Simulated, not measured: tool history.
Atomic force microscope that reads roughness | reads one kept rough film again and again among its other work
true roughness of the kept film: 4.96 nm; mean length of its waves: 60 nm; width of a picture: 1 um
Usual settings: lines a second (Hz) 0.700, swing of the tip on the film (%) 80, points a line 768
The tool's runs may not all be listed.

run   hour  lines a second (Hz)  swing of the tip on the film (%)  points a line  roughness of the kept film (nm (root mean square))
  1    0.0                0.700                                80            768                                               4.334
      33.1  -- new tip fitted
  2   58.3                0.700                                80            768                                               4.555
  3  138.6                0.700                                80            768                                               4.362
     156.4  -- new tip fitted
  4  217.7                0.700                                80            768                                               4.466
     222.3  -- height scale calibrated on a step standard
  5  271.5                0.700                                85            768                                               4.274
     281.6  -- new tip fitted
  6  359.8                0.700                                80            768                                               4.382
     409.3  -- new tip fitted
     423.4  -- height scale calibrated on a step standard, once more
  7  448.2                0.506                                80            366                                               4.574
  8  501.9                1.176                                89            487                                               4.237
     533.3  -- new tip fitted
  9  581.7                1.176                                89            487                                               4.332
 10  654.0                1.780                                81            337                                               4.167
     660.4  -- new tip fitted
 11  698.6                1.780                                81            337                                               4.405
 12  749.2                1.877                                80            509                                               4.246

3 ways to go on from here, each from the tool as it stands after run 12. What would each give?
     786.8  -- new tip fitted
  A  795.8                0.700                                80            589                                                   ?
     786.8  -- new tip fitted
  B  795.8                0.934                                57            959                                                   ?
     786.8  -- new tip fitted
  C  795.8                1.583                                68            509                                                   ?

run  roughness of the kept film (nm (root mean square))
  A                                               4.597
  B                                               4.662
  C                                               4.606
Without the tool's hidden state the same runs would have given:
run  roughness of the kept film (nm (root mean square))
  A                                               4.654
  B                                               4.720
  C                                               4.664
